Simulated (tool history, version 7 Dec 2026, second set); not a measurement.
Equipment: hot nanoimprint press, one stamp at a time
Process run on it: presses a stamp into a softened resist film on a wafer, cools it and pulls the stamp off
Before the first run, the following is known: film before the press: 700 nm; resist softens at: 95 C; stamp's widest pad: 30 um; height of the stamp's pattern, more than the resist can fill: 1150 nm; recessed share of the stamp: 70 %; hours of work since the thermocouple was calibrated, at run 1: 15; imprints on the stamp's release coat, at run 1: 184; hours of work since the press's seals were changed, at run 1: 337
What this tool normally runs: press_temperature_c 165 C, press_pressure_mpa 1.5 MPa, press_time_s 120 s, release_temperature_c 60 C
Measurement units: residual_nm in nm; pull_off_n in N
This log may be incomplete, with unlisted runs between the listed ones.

run	hour	press_temperature_c	press_pressure_mpa	press_time_s	release_temperature_c	hours of work since the thermocouple was calibrated	imprints on the stamp's release coat	hours of work since the press's seals were changed	residual_nm	pull_off_n
1	0	165	1.5	120	60	15	184	337	424.1	170
2	11.8	160	1.5	120	60	21	211	343	485	174
3	23.6	165	1.5	71	60	26	237	348	486	173
4	43.4	172	1.5	120	60	35	281	357	339.4	173
5	52.4	172	1.5	85	60	39	301	361	374.8	182
6	61.6	172	1.5	85	60	43	322	365	378.2	184
7	80.5	165	1.5	120	60	51	364	373	425.8	180
8	96.2	165	1.5	120	60	58	399	380	426.3	184
# hour 100.5: plate thermocouple calibrated
9	113.8	165	1.5	120	60	6	431	387	429.5	175
10	129.8	165	1.5	120	60	13	467	394	428.5	183
11	145.6	165	1.5	120	60	20	502	401	429.2	190
12	165.8	165	1.5	120	60	29	547	410	431.8	192
# hour 176.9: plate thermocouple calibrated, once more
13	177.2	165	1.5	120	51	0	566	414	422	220
14	186.2	162	1.5	158	60	4	586	418	427.6	185
15	198	170	1.5	156	45	9	612	423	328.4	256
16	209.4	164	1.78	144	51	15	638	428	382.5	231
17	223.3	166	1.78	144	56	21	669	435	361.7	205
18	242.8	166	1.3	144	47	30	712	443	410.6	234
19	252.7	157	2.01	138	47	34	734	448	466.9	243
20	271.2	157	2.01	138	47	42	775	456	464	250
21	282.6	157	2.01	138	47	47	801	461	463.4	247
22	301.6	157	2.01	138	47	56	843	470	461.9	258
23	320.8	157	1.25	120	60	65	886	478	562.1	199
24	330.1	165	1.5	124	60	69	907	483	421.9	194

Some steps in residual_nm, run to run, broken into two amounts with sign: the step expected even without the hidden condition (settings, incoming material, random variation), and the rest, left for the hidden condition together with whatever gauge scatter is not in both the measured and the hidden-condition-free result:
Unlogged tool condition in this case: true temperature over the reading, C; pressure that arrives at the usual setting, %; grip of the stamp's worn release coat, % over a new coat's; drift of the gauge itself on residual_nm, %; drift of the gauge itself on pull_off_n, %.
Run 3 -> 4: press_temperature_c 165 -> 172, press_time_s 71 -> 120. residual_nm -146.6 nm: hidden state -0.2, all else -146.4.
Run 8 -> 9: plate thermocouple calibrated. residual_nm +3.2 nm: hidden state +4.3, all else -1.1.
Run 12 -> 13: release_temperature_c 60 -> 51, plate thermocouple calibrated, once more. residual_nm -9.8 nm: hidden state -9.1, all else -0.7.
Run 23 -> 24: press_temperature_c 157 -> 165, press_pressure_mpa 1.25 -> 1.5, press_time_s 120 -> 124. residual_nm -140.2 nm: hidden state +2.5, all else -142.7.
